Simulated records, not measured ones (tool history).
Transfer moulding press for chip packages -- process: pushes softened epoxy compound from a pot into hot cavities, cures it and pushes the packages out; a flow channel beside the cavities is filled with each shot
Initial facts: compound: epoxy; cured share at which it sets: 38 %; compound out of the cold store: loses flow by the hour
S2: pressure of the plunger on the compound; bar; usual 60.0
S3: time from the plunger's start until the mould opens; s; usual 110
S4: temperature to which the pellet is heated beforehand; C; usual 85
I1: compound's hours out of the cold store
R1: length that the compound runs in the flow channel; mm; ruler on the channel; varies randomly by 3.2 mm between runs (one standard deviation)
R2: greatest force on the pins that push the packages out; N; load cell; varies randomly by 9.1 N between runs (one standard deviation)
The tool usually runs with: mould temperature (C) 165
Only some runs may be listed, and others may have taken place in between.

Run 1, hour 0.0: usual settings; I1 24.2. Result: R1 934 mm, R2 419 N.
At hour 52.7: cavities cleaned with cleaning compound and waxed.
Run 2, hour 91.0: usual settings but mould temperature (C) 166; I1 43.1. Result: R1 844 mm, R2 410 N.
At hour 151.4: cavities cleaned with cleaning compound and waxed.
Run 3, hour 187.8: usual settings but S2 59.4 bar; I1 26.1. Result: R1 912 mm, R2 424 N.
Run 4, hour 232.2: usual settings but S2 59.4 bar, S3 92 s; I1 22.1. Result: R1 941 mm, R2 541 N.
At hour 247.8: cavities cleaned with cleaning compound and waxed.
Run 5, hour 297.0: usual settings but mould temperature (C) 161, S2 59.4 bar, S3 92 s; I1 23.1. Result: R1 941 mm, R2 710 N.
At hour 346.6: cavities cleaned with cleaning compound and waxed.
Run 6, hour 382.8: usual settings but mould temperature (C) 161, S2 59.4 bar, S3 92 s; I1 46.1. Result: R1 832 mm, R2 635 N.
At hour 430.8: plunger's sealing rings changed.
At hour 450.8: cavities cleaned with cleaning compound and waxed.
Run 7, hour 480.8: usual settings but mould temperature (C) 161, S2 59.4 bar, S3 92 s; I1 8.6. Result: R1 1019 mm, R2 731 N.
At hour 548.6: cavities cleaned with cleaning compound and waxed.
Run 8, hour 552.7: usual settings but mould temperature (C) 161, S2 59.4 bar, S3 92 s; I1 34.0. Result: R1 890 mm, R2 652 N.
Run 9, hour 617.1: usual settings but mould temperature (C) 161, S2 59.4 bar, S3 92 s; I1 15.2. Result: R1 987 mm, R2 714 N.
At hour 650.6: cavities cleaned with cleaning compound and waxed.
Run 10, hour 670.1: usual settings but mould temperature (C) 161, S2 59.4 bar, S3 92 s; I1 40.6. Result: R1 858 mm, R2 643 N.
At hour 751.0: cavities cleaned with cleaning compound and waxed.
Run 11, hour 766.6: usual settings but mould temperature (C) 164; I1 31.4. Result: R1 901 mm, R2 425 N.
At hour 851.3: cavities cleaned with cleaning compound and waxed.
Run 12, hour 859.4: usual settings; I1 46.2. Result: R1 833 mm, R2 419 N.
At hour 910.1: plunger's sealing rings changed.
At hour 955.3: cavities cleaned with cleaning compound and waxed.
Run 13, hour 956.3: usual settings; I1 44.9. Result: R1 836 mm, R2 422 N.
Run 14, hour 1020.5: usual settings; I1 30.7. Result: R1 907 mm, R2 421 N.
At hour 1052.3: cavities cleaned with cleaning compound and waxed.
Run 15, hour 1095.5: usual settings but S2 69.2 bar, S3 136 s, S4 91 C; I1 22.6. Result: R1 1014 mm, R2 383 N.
At hour 1152.5: cavities cleaned with cleaning compound and waxed.
Run 16, hour 1178.7: usual settings but S2 69.2 bar, S3 136 s, S4 91 C; I1 43.9. Result: R1 903 mm, R2 384 N.
At hour 1249.0: cavities cleaned with cleaning compound and waxed.
Run 17, hour 1251.4: usual settings but S2 51.9 bar, S4 89 C; I1 10.1. Result: R1 938 mm, R2 439 N.
At hour 1351.6: cavities cleaned with cleaning compound and waxed.
Run 18, hour 1354.3: usual settings but S3 130 s, S4 75 C; I1 15.7. Result: R1 984 mm, R2 382 N.
At hour 1389.7: plunger's sealing rings changed.
Run 19, hour 1403.4: usual settings but S3 130 s, S4 75 C; I1 16.3. Result: R1 971 mm, R2 390 N.
At hour 1453.2: cavities cleaned with cleaning compound and waxed.
Run 20, hour 1461.7: usual settings but S3 130 s, S4 75 C; I1 47.9. Result: R1 823 mm, R2 391 N.
At hour 1474.6: mould's thermocouples calibrated.
At hour 1554.5: cavities cleaned with cleaning compound and waxed.
Run 21, hour 1556.7: usual settings but S2 59.7 bar, S4 89 C; I1 19.1. Result: R1 960 mm, R2 390 N.
Run 22, hour 1613.4: usual settings but S2 59.7 bar, S4 89 C; I1 25.7. Result: R1 925 mm, R2 421 N.
At hour 1656.5: cavities cleaned with cleaning compound and waxed.
Run 23, hour 1689.4: usual settings but mould temperature (C) 168, S2 59.3 bar, S3 133 s; I1 9.0. Result: R1 1003 mm, R2 379 N.
Run 24, hour 1731.2: usual settings but mould temperature (C) 168, S2 59.3 bar, S3 133 s; I1 46.8. Result: R1 818 mm, R2 374 N.
At hour 1755.4: cavities cleaned with cleaning compound and waxed.
Run 25, hour 1831.3: usual settings but S2 51.2 bar, S4 90 C; I1 43.0. Result: R1 779 mm, R2 400 N.
At hour 1854.4: cavities cleaned with cleaning compound and waxed.
At hour 1872.7: plunger's sealing rings changed.
Run 26, hour 1891.1: usual settings but S2 51.2 bar, S4 90 C; I1 31.6. Result: R1 831 mm, R2 411 N.
At hour 1953.7: cavities cleaned with cleaning compound and waxed.
Run 27, hour 1963.8: usual settings but S2 51.2 bar, S3 142 s, S4 83 C; I1 46.5. Result: R1 767 mm, R2 376 N.
Run 28, hour 2039.4: usual settings but mould temperature (C) 166, S2 54.0 bar, S3 128 s, S4 89 C; I1 25.2. Result: R1 883 mm, R2 380 N.

3 options for the next run, each taken on its own from the tool as it stands now. Forecast them:
At hour 2054.7: cavities cleaned with cleaning compound and waxed.
Run A, hour 2109.7: usual settings but mould temperature (C) 166, S2 71.6 bar, S3 133 s, S4 89 C; I1 47.5. Result: R1 ?, R2 ?.
At hour 2054.7: cavities cleaned with cleaning compound and waxed.
Run B, hour 2109.7: usual settings but mould temperature (C) 168, S2 47.6 bar, S3 128 s, S4 81 C; I1 30.9. Result: R1 ?, R2 ?.
At hour 2054.7: cavities cleaned with cleaning compound and waxed.
Run C, hour 2109.7: usual settings but S2 48.0 bar, S3 137 s, S4 87 C; I1 24.2. Result: R1 ?, R2 ?.

run   R1   R2
  A  897  376
  B  797  380
  C  839  381
With the hidden condition removed and each run's random variation left untouched, the same runs would have given:
run   R1   R2
  A  897  371
  B  797  376
  C  839  376
